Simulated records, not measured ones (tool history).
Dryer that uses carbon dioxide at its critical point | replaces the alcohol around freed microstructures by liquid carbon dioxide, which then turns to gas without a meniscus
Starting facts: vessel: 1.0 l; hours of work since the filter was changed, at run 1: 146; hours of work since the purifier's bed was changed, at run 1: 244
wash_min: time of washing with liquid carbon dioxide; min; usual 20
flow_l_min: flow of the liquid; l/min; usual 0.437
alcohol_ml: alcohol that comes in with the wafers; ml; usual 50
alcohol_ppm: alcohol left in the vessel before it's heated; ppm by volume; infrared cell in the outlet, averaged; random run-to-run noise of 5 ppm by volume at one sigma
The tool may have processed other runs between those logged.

run,day,wash_min,flow_l_min,alcohol_ml,hours of work since the filter was changed,hours of work since the purifier's bed was changed,alcohol_ppm
1,0,20,0.437,50,146,244,89
2,0.358,20,0.437,67,151,250,93
3,1.221,20,0.437,50,165,264,90
4,1.762,20,0.437,50,174,272,90
5,2.15,14,0.437,50,180,278,494
6,2.538,14,0.437,50,186,285,511
7,2.992,14,0.437,50,193,292,506
8,3.55,14,0.437,50,202,301,504
9,4.121,14,0.437,50,211,310,539
10,4.704,20,0.437,24,220,319,59
11,5.538,26,0.437,24,233,332,38
12,6.067,26,0.437,24,242,340,32
13,6.642,20,0.318,50,251,350,523
14,7.2,20,0.318,50,260,358,525
15,7.783,20,0.437,50,269,368,105
16,8.425,20,0.437,50,279,378,108
17,9.142,20,0.494,50,290,389,61
18,9.938,20,0.437,77,303,402,173
# day 10.025: inlet filter changed
19,10.725,20,0.437,77,11,414,99
20,11.521,20,0.579,84,24,426,43
21,12.358,25,0.437,50,37,439,39
22,12.954,25,0.437,50,46,449,53
23,13.35,25,0.437,50,53,455,47
24,14.092,17,0.73,115,64,467,50
25,14.771,17,0.73,115,75,478,48
26,15.479,19,0.73,115,86,489,49
27,16.258,17,0.345,97,99,501,1073
28,17.012,13,0.437,97,111,513,1153
29,17.688,13,0.437,97,121,524,1197
30,18.15,22,0.279,50,129,531,533
31,18.725,28,0.437,108,138,540,51
32,19.512,28,0.437,108,150,553,60
33,20.025,14,0.37,64,158,561,1306
34,20.612,19,0.518,115,168,570,103
35,21.471,21,0.294,21,181,584,267
36,22.054,27,0.373,86,190,593,98
37,22.629,20,0.437,32,200,602,97

Table of differences, measured result less the result of that run with no hidden state. Run-to-run variation is the same in both. Gauge scatter possibly is not:
Hidden state at play: flow that reaches the vessel past the clogged filter, %; alcohol in the recycled carbon dioxide, ppm; drift of the gauge itself on alcohol_ppm, %.
run,alcohol_ppm
1,+38
2,+45
3,+43
4,+44
5,+157
6,+161
7,+167
8,+170
9,+189
10,+40
11,+30
12,+30
13,+209
14,+215
15,+69
16,+73
17,+51
18,+103
19,+38
20,+35
21,+37
22,+39
23,+39
24,+40
25,+39
26,+39
27,+221
28,+250
29,+278
30,+152
31,+47
32,+47
33,+333
34,+69
35,+107
36,+66
37,+68
